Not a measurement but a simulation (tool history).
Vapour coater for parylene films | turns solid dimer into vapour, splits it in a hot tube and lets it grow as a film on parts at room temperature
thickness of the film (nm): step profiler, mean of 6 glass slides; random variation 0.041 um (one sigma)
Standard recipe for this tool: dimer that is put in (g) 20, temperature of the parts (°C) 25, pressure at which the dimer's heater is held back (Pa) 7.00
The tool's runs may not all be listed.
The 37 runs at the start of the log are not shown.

run	day	dimer that is put in (g)	temperature of the parts (°C)	pressure at which the dimer's heater is held back (Pa)	thickness of the film (nm)
38	43.812	30	30	6.93	7990
39	45.371	11	25	7.00	3570
40	46.458	11	25	7.00	3650
41	47.358	11	19	7.00	4560
42	48.488	11	19	7.00	4590
43	49.192	20	17	7.00	9110
44	50.175	18	23	7.00	6330
# day 50.617: trap's valve overhauled
45	51.512	20	18	7.00	8730
46	52.404	20	35	7.00	4350

Consider 3 possible next runs. They are alternatives, not a sequence: every one starts from the tool as it was left by run 46. What does each give?
A	53.575	20	31	7.00	?
B	53.575	20	17	3.40	?
C	53.575	16	23	7.00	?

run	thickness of the film (nm)
A	5120
B	10710
C	5710
Stripped of hidden state, with their random variation kept, the same runs would have yielded:
run	thickness of the film (nm)
A	5130
B	10730
C	5720

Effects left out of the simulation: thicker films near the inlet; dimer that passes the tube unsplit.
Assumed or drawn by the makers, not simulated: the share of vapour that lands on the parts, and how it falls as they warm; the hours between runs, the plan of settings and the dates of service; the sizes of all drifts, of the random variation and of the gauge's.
